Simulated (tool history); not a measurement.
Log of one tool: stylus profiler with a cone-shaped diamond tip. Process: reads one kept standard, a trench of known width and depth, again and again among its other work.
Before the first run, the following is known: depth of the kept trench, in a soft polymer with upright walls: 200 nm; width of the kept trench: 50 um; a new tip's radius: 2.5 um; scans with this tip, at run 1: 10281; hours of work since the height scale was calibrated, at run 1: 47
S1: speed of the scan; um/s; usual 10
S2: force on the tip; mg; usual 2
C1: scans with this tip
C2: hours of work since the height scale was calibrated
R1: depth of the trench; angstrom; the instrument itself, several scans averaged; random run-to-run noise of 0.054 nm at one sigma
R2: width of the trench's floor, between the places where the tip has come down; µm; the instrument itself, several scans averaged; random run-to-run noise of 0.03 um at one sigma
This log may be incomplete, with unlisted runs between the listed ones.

run,hour,S1,S2,C1,C2,R1,R2
1,0,10,2,10281,47,2019,48.02
2,33.6,10,2,10413,71,2019.2,47.98
3,97.8,10,2,10665,116,2019.5,48.02
4,126.9,10,2,10779,137,2020,47.92
5,167,5,2,10937,165,2019.9,47.99
6,206.6,10,3.63,11092,193,2029.8,47.99
7,261.4,10,3.63,11307,232,2029,48.04
8,316.7,10,3.63,11524,271,2029.4,48
9,373.3,10,2,11746,311,2018.5,47.97
10,418,10,2,11921,342,2019,47.98
11,484.4,10,1.15,12182,389,2013.6,47.97
12,527.2,10,1.15,12350,419,2013,47.98
13,563.9,10,1.15,12494,445,2012.8,47.96
14,625.2,10,1.15,12735,488,2013.2,47.97
15,691.3,10,1.15,12994,535,2013.1,48.02
16,742.5,10,1.15,13195,571,2013.2,47.95
17,785.7,10,1.42,13364,602,2014.3,48.01
18,834.6,10,1.42,13556,636,2015.7,47.98
19,897.9,10,1.42,13805,681,2015.7,47.95
20,969.9,30,0.77,14087,732,2010.1,47.85
21,1016.5,10,1.09,14270,765,2012.1,47.98
22,1083.7,13,0.93,14534,812,2010.7,47.93
23,1150.8,21,5.69,14797,859,2039.1,47.97
24,1219.9,21,5.69,15068,908,2039.2,47.98
25,1281.2,21,5.69,15308,952,2039.3,48.03
26,1336.3,21,5.69,15525,990,2038.2,48
27,1400.4,31,1.14,15776,1036,2013.8,47.8
28,1455.2,31,1.14,15991,1074,2013.6,47.85
29,1492.3,31,1.14,16137,1101,2012.6,47.85
30,1561.8,4,2.51,16409,1150,2023.4,48.05
31,1619.1,4,2.51,16634,1190,2022.5,48
32,1664.4,6,3.39,16812,1222,2027.1,48.02
33,1715.2,15,4.53,17011,1258,2033.8,48

Run 34 is up next; what results do you expect?
34,1778.6,13,0.96,17260,1303,?,?

Run 34 yielded R1 2011.3 angstrom, R2 47.96 µm.
Minus the tool's unlogged condition, the same run would have read R1 2011.6 angstrom, R2 47.98 µm.
